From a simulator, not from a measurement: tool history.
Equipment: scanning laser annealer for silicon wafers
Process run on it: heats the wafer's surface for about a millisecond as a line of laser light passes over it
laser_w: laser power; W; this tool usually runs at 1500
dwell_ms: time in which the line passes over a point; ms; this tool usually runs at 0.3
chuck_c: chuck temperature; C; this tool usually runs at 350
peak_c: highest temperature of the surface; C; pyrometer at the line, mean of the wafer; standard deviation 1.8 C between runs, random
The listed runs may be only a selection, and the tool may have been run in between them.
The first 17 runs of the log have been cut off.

run,hour,laser_w,dwell_ms,chuck_c,hours of work since the window was cleaned,hours of work since the power meter was calibrated,hours of work since the optics were aligned,peak_c
18,570,1500,0.3,350,139,1223,1817,1044
19,605.3,1500,0.313,350,162,1247,1840,1058
20,632.3,1500,0.3,350,180,1265,1858,1044
21,674,1500,0.3,360,208,1293,1886,1051
22,721.3,1416,0.295,315,239,1324,1918,947
23,763.2,1318,0.258,327,267,1352,1946,864
# hour 771.3: optics aligned, line set to its width
24,812.1,1406,0.303,360,296,1381,27,999
25,844,1406,0.303,360,318,1403,48,1001
26,881.7,1406,0.303,360,343,1428,74,995
# hour 897: window over the wafer cleaned
27,904.4,1406,0.303,360,5,1441,87,1018
28,924.9,1406,0.222,386,19,1455,101,948
29,967.5,1632,0.351,338,47,1483,129,1196
30,1008.3,1632,0.34,346,74,1511,157,1191
31,1036,1500,0.249,350,93,1529,175,986
32,1057.9,1585,0.355,350,107,1544,190,1173
33,1082.5,1598,0.219,344,124,1560,206,993
34,1122,1598,0.219,344,150,1586,232,994
35,1151.6,1445,0.308,321,170,1606,252,996
36,1189.1,1445,0.308,321,195,1631,277,994
37,1213.5,1493,0.314,321,211,1647,293,1030
38,1259.8,1500,0.267,318,242,1678,324,970
39,1294.1,1500,0.374,318,265,1701,347,1095
40,1329.6,1380,0.33,385,288,1725,371,1037
41,1357.1,1403,0.287,350,307,1743,389,968
42,1376.8,1473,0.288,361,320,1756,402,1018

What if the next run were any one of these 3? Each begins from the tool's condition after run 42:
A,1412.6,1632,0.3,375,344,1780,426,?
B,1412.6,1500,0.241,361,344,1780,426,?
C,1412.6,1555,0.253,350,344,1780,426,?

run,peak_c
A,1144
B,974
C,1011
With the hidden condition removed and each run's random variation left untouched, the same runs would have given:
run,peak_c
A,1191
B,1011
C,1051
